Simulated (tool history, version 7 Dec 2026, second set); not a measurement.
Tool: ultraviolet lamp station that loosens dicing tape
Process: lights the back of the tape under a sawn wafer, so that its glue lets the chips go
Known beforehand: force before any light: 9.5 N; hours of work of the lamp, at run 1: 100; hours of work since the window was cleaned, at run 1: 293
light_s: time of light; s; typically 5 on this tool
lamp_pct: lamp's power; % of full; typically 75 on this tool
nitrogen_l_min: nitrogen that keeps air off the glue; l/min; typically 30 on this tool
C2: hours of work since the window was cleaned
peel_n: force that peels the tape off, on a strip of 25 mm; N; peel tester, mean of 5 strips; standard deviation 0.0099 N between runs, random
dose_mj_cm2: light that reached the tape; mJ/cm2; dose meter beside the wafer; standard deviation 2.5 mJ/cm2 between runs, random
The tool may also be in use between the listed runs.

{"run": 1, "hour": 0.0, "light_s": 5, "lamp_pct": 75, "nitrogen_l_min": 30, "hours of work of the lamp": 100, "C2": 293, "peel_n": 0.508, "dose_mj_cm2": 268}
{"run": 2, "hour": 84.8, "light_s": 8, "lamp_pct": 75, "nitrogen_l_min": 30, "hours of work of the lamp": 139, "C2": 332, "peel_n": 0.239, "dose_mj_cm2": 417}
{"run": 3, "hour": 127.9, "light_s": 8, "lamp_pct": 75, "nitrogen_l_min": 30, "hours of work of the lamp": 159, "C2": 352, "peel_n": 0.245, "dose_mj_cm2": 418}
{"run": 4, "hour": 190.0, "light_s": 8, "lamp_pct": 75, "nitrogen_l_min": 29, "hours of work of the lamp": 188, "C2": 381, "peel_n": 0.26, "dose_mj_cm2": 409}
{"run": 5, "hour": 247.7, "light_s": 8, "lamp_pct": 75, "nitrogen_l_min": 29, "hours of work of the lamp": 215, "C2": 408, "peel_n": 0.257, "dose_mj_cm2": 405}
{"run": 6, "hour": 316.5, "light_s": 3, "lamp_pct": 75, "nitrogen_l_min": 30, "hours of work of the lamp": 247, "C2": 440, "peel_n": 1.697, "dose_mj_cm2": 147}
{"run": 7, "hour": 371.6, "light_s": 3, "lamp_pct": 75, "nitrogen_l_min": 30, "hours of work of the lamp": 273, "C2": 465, "peel_n": 1.73, "dose_mj_cm2": 151}
{"run": 8, "hour": 428.2, "light_s": 3, "lamp_pct": 75, "nitrogen_l_min": 30, "hours of work of the lamp": 299, "C2": 492, "peel_n": 1.756, "dose_mj_cm2": 145}
{"run": 9, "hour": 501.8, "light_s": 5, "lamp_pct": 75, "nitrogen_l_min": 30, "hours of work of the lamp": 333, "C2": 526, "peel_n": 0.683, "dose_mj_cm2": 235}
{"run": 10, "hour": 561.0, "light_s": 5, "lamp_pct": 75, "nitrogen_l_min": 30, "hours of work of the lamp": 361, "C2": 553, "peel_n": 0.748, "dose_mj_cm2": 229}
{"run": 11, "hour": 642.9, "light_s": 5, "lamp_pct": 65, "nitrogen_l_min": 30, "hours of work of the lamp": 399, "C2": 591, "peel_n": 0.955, "dose_mj_cm2": 197}
{"run": 12, "hour": 692.0, "light_s": 5, "lamp_pct": 65, "nitrogen_l_min": 30, "hours of work of the lamp": 421, "C2": 614, "peel_n": 1.024, "dose_mj_cm2": 199}
{"hour": 711.1, "done": "window cleaned of glue's vapour"}
{"run": 13, "hour": 735.5, "light_s": 5, "lamp_pct": 75, "nitrogen_l_min": 30, "hours of work of the lamp": 441, "C2": 11, "peel_n": 0.921, "dose_mj_cm2": 202}
{"run": 14, "hour": 788.3, "light_s": 5, "lamp_pct": 75, "nitrogen_l_min": 30, "hours of work of the lamp": 466, "C2": 36, "peel_n": 0.965, "dose_mj_cm2": 204}
{"run": 15, "hour": 877.0, "light_s": 5, "lamp_pct": 89, "nitrogen_l_min": 30, "hours of work of the lamp": 507, "C2": 77, "peel_n": 0.714, "dose_mj_cm2": 237}
{"run": 16, "hour": 960.4, "light_s": 5, "lamp_pct": 89, "nitrogen_l_min": 30, "hours of work of the lamp": 546, "C2": 116, "peel_n": 0.764, "dose_mj_cm2": 229}
{"run": 17, "hour": 1033.8, "light_s": 5, "lamp_pct": 75, "nitrogen_l_min": 30, "hours of work of the lamp": 580, "C2": 150, "peel_n": 1.108, "dose_mj_cm2": 190}
{"run": 18, "hour": 1071.1, "light_s": 5, "lamp_pct": 75, "nitrogen_l_min": 30, "hours of work of the lamp": 597, "C2": 167, "peel_n": 1.135, "dose_mj_cm2": 187}
{"run": 19, "hour": 1152.4, "light_s": 5, "lamp_pct": 75, "nitrogen_l_min": 30, "hours of work of the lamp": 635, "C2": 205, "peel_n": 1.19, "dose_mj_cm2": 183}
{"hour": 1190.6, "done": "window cleaned of glue's vapour, once more"}
{"run": 20, "hour": 1228.2, "light_s": 5, "lamp_pct": 75, "nitrogen_l_min": 30, "hours of work of the lamp": 670, "C2": 17, "peel_n": 0.738, "dose_mj_cm2": 229}
{"run": 21, "hour": 1309.4, "light_s": 5, "lamp_pct": 75, "nitrogen_l_min": 30, "hours of work of the lamp": 707, "C2": 55, "peel_n": 0.796, "dose_mj_cm2": 225}
{"run": 22, "hour": 1350.9, "light_s": 3, "lamp_pct": 69, "nitrogen_l_min": 30, "hours of work of the lamp": 727, "C2": 74, "peel_n": 2.207, "dose_mj_cm2": 124}
{"run": 23, "hour": 1433.5, "light_s": 3, "lamp_pct": 69, "nitrogen_l_min": 30, "hours of work of the lamp": 765, "C2": 113, "peel_n": 2.325, "dose_mj_cm2": 116}
{"run": 24, "hour": 1519.5, "light_s": 5, "lamp_pct": 72, "nitrogen_l_min": 16, "hours of work of the lamp": 805, "C2": 153, "peel_n": 1.649, "dose_mj_cm2": 203}
{"run": 25, "hour": 1594.2, "light_s": 3, "lamp_pct": 75, "nitrogen_l_min": 9, "hours of work of the lamp": 840, "C2": 187, "peel_n": 4.005, "dose_mj_cm2": 121}
{"run": 26, "hour": 1642.6, "light_s": 5, "lamp_pct": 96, "nitrogen_l_min": 58, "hours of work of the lamp": 862, "C2": 210, "peel_n": 0.346, "dose_mj_cm2": 260}
{"run": 27, "hour": 1729.6, "light_s": 5, "lamp_pct": 96, "nitrogen_l_min": 58, "hours of work of the lamp": 903, "C2": 250, "peel_n": 0.368, "dose_mj_cm2": 254}
{"run": 28, "hour": 1782.8, "light_s": 9, "lamp_pct": 75, "nitrogen_l_min": 27, "hours of work of the lamp": 927, "C2": 275, "peel_n": 0.317, "dose_mj_cm2": 353}
{"run": 29, "hour": 1830.4, "light_s": 9, "lamp_pct": 75, "nitrogen_l_min": 27, "hours of work of the lamp": 949, "C2": 297, "peel_n": 0.342, "dose_mj_cm2": 342}
{"run": 30, "hour": 1871.4, "light_s": 2, "lamp_pct": 67, "nitrogen_l_min": 30, "hours of work of the lamp": 968, "C2": 316, "peel_n": 4.096, "dose_mj_cm2": 66}
{"run": 31, "hour": 1930.1, "light_s": 3, "lamp_pct": 62, "nitrogen_l_min": 45, "hours of work of the lamp": 996, "C2": 343, "peel_n": 2.665, "dose_mj_cm2": 94}
{"run": 32, "hour": 1984.8, "light_s": 4, "lamp_pct": 83, "nitrogen_l_min": 55, "hours of work of the lamp": 1021, "C2": 369, "peel_n": 0.944, "dose_mj_cm2": 166}
{"run": 33, "hour": 2052.5, "light_s": 5, "lamp_pct": 75, "nitrogen_l_min": 30, "hours of work of the lamp": 1052, "C2": 400, "peel_n": 1.217, "dose_mj_cm2": 180}
{"hour": 2078.8, "done": "lamp changed"}
{"run": 34, "hour": 2130.0, "light_s": 5, "lamp_pct": 75, "nitrogen_l_min": 30, "hours of work of the lamp": 24, "C2": 436, "peel_n": 0.535, "dose_mj_cm2": 265}

Forecast run 35:
{"run": 35, "hour": 2176.1, "light_s": 5, "lamp_pct": 75, "nitrogen_l_min": 30, "hours of work of the lamp": 45, "C2": 457, "peel_n": "?", "dose_mj_cm2": "?"}

For run 35 the tool returned peel_n 0.521 N, dose_mj_cm2 262 mJ/cm2.
Minus the tool's unlogged condition, the same run would have read peel_n 0.407 N, dose_mj_cm2 294 mJ/cm2.

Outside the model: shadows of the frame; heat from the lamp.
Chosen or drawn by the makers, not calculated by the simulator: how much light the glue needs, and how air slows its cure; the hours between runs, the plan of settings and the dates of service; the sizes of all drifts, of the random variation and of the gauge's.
